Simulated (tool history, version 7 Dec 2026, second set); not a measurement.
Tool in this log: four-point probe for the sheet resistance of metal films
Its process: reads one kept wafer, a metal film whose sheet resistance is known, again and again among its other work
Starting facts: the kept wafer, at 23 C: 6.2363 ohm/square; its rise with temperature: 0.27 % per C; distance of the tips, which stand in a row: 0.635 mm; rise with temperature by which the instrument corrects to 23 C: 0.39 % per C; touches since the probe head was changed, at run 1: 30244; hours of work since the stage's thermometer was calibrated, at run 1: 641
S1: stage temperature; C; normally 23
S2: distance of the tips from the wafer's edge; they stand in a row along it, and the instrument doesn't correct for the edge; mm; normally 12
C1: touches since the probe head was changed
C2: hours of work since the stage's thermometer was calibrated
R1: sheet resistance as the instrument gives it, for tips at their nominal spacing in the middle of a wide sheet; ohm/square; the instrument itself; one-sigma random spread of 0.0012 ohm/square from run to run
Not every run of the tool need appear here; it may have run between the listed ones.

{"run": 1, "hour": 0.0, "S1": 23, "S2": 12, "C1": 30244, "C2": 641, "R1": 6.235949}
{"run": 2, "hour": 27.7, "S1": 19, "S2": 12, "C1": 30752, "C2": 661, "R1": 6.26297}
{"run": 3, "hour": 70.2, "S1": 23, "S2": 12, "C1": 31531, "C2": 693, "R1": 6.237996}
{"run": 4, "hour": 105.1, "S1": 23, "S2": 11, "C1": 32171, "C2": 718, "R1": 6.238081}
{"run": 5, "hour": 154.2, "S1": 23, "S2": 11, "C1": 33069, "C2": 754, "R1": 6.23629}
{"run": 6, "hour": 195.3, "S1": 23, "S2": 11, "C1": 33823, "C2": 785, "R1": 6.237383}
{"run": 7, "hour": 232.9, "S1": 23, "S2": 12, "C1": 34512, "C2": 813, "R1": 6.236049}
{"run": 8, "hour": 257.1, "S1": 33, "S2": 12, "C1": 34956, "C2": 830, "R1": 6.166787}
{"run": 9, "hour": 290.1, "S1": 33, "S2": 12, "C1": 35561, "C2": 855, "R1": 6.16697}
{"run": 10, "hour": 325.1, "S1": 33, "S2": 12, "C1": 36202, "C2": 881, "R1": 6.167084}
{"run": 11, "hour": 366.6, "S1": 33, "S2": 12, "C1": 36963, "C2": 911, "R1": 6.17009}
{"run": 12, "hour": 422.3, "S1": 33, "S2": 12, "C1": 37985, "C2": 952, "R1": 6.166566}
{"run": 13, "hour": 451.6, "S1": 33, "S2": 12, "C1": 38522, "C2": 974, "R1": 6.167618}
{"run": 14, "hour": 492.9, "S1": 25, "S2": 12, "C1": 39278, "C2": 1005, "R1": 6.220289}
{"run": 15, "hour": 522.3, "S1": 25, "S2": 12, "C1": 39818, "C2": 1026, "R1": 6.219291}
{"run": 16, "hour": 573.7, "S1": 21, "S2": 9, "C1": 40760, "C2": 1064, "R1": 6.257612}
{"hour": 577.5, "done": "stage's thermometer calibrated"}
{"run": 17, "hour": 609.5, "S1": 19, "S2": 12, "C1": 41407, "C2": 24, "R1": 6.264003}
{"run": 18, "hour": 634.9, "S1": 19, "S2": 12, "C1": 41872, "C2": 42, "R1": 6.26492}
{"run": 19, "hour": 687.0, "S1": 31, "S2": 51, "C1": 42827, "C2": 81, "R1": 6.169708}
{"hour": 736.3, "done": "stage's thermometer calibrated, once more"}
{"run": 20, "hour": 736.3, "S1": 34, "S2": 24, "C1": 43721, "C2": 0, "R1": 6.149402}
{"run": 21, "hour": 778.5, "S1": 20, "S2": 31, "C1": 44495, "C2": 31, "R1": 6.244611}
{"run": 22, "hour": 819.9, "S1": 23, "S2": 3, "C1": 45253, "C2": 62, "R1": 6.366557}
{"run": 23, "hour": 864.9, "S1": 23, "S2": 3, "C1": 46079, "C2": 95, "R1": 6.366745}
{"run": 24, "hour": 893.8, "S1": 23, "S2": 3, "C1": 46608, "C2": 116, "R1": 6.365618}

Each row is a separate what-if for the run after 24, all from the same tool condition, not one after another. Results?
{"run": "A", "hour": 924.2, "S1": 32, "S2": 16, "C1": 47166, "C2": 139, "R1": "?"}
{"run": "B", "hour": 924.2, "S1": 23, "S2": 21, "C1": 47166, "C2": 139, "R1": "?"}
{"run": "C", "hour": 924.2, "S1": 20, "S2": 17, "C1": 47166, "C2": 139, "R1": "?"}

run=A R1=6.16424
run=B R1=6.223802
run=C R1=6.249385
Without the tool's hidden state the same runs would have given:
run=A R1=6.180079
run=B R1=6.23978
run=C R1=6.265423
